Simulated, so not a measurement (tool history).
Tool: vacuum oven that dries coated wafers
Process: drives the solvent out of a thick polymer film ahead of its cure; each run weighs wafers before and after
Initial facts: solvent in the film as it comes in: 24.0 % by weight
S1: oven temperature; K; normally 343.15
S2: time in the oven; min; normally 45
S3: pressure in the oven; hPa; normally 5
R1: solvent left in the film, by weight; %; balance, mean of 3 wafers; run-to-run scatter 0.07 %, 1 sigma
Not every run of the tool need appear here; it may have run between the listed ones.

run	hour	S1	S2	S3	R1
1	0	343.15	45	5	4.82
2	14.9	343.15	45	5	4.81
3	27.3	343.15	45	5	4.92
4	44.4	343.15	45	5	4.91
5	66.4	343.15	45	5	4.92
6	79.8	343.15	45	5	5.06
7	98.8	343.15	45	11.08	5.27
8	112.9	343.15	45	5	5.09
9	128.1	343.15	45	6.58	4.89
10	145.4	334.15	45	5	9.13
11	156.7	334.15	45	5	9.1
12	171.9	334.15	45	5	9.11
13	194.9	334.15	45	5	9.06
14	205.7	342.15	45	5	5.28
15	230.2	342.15	45	5	5.35
16	250.4	342.15	45	5	5.39
17	274.9	343.15	45	5	4.94
18	298.3	343.15	45	5	4.93
19	312.2	343.15	45	5	5.11
20	328.7	349.15	80	5	0.66
21	345.1	349.15	80	5	0.6
22	360	332.15	24	5	13.88
23	371.8	332.15	24	6.19	13.9
24	391.5	332.15	57	11.43	8.98
25	414.4	340.15	25	2.64	10.46
26	439.9	348.15	22	5	7.83
27	457.6	348.15	22	5	7.88
28	480.9	348.15	22	5	7.78
29	501.4	348.15	22	5	7.76
30	520.5	342.15	45	5	5.45
31	533.5	332.15	35	3.1	11.78
32	557.7	344.15	36	3.82	6.17
33	582.6	350.15	26	5.71	5.86
34	595	343.15	29	11.72	8.42
35	605.7	348.15	53	9.03	2.39

The log once held 2 entries between its listed runs, left out of this copy. Where does each go, and what is different about the tool's unlogged condition between the listed run before it and the listed run after it?
Between runs 16 and 17: oven's thermocouples calibrated (hour 253.6)
  true wafer temperature over the reading, C: -0.01 -> -0.03; true pressure over the reading, kPa: 0.121 -> 0.125
  the result without the hidden state subtracted from the measured one, R1: +0.04 -> +0.05 %
Between runs 20 and 21: oven's thermocouples calibrated, once more (hour 345)
  true wafer temperature over the reading, C: -0.07 -> -0.13; true pressure over the reading, kPa: 0.134 -> 0.137
  the result without the hidden state subtracted from the measured one, R1: +0.04 -> +0.05 %

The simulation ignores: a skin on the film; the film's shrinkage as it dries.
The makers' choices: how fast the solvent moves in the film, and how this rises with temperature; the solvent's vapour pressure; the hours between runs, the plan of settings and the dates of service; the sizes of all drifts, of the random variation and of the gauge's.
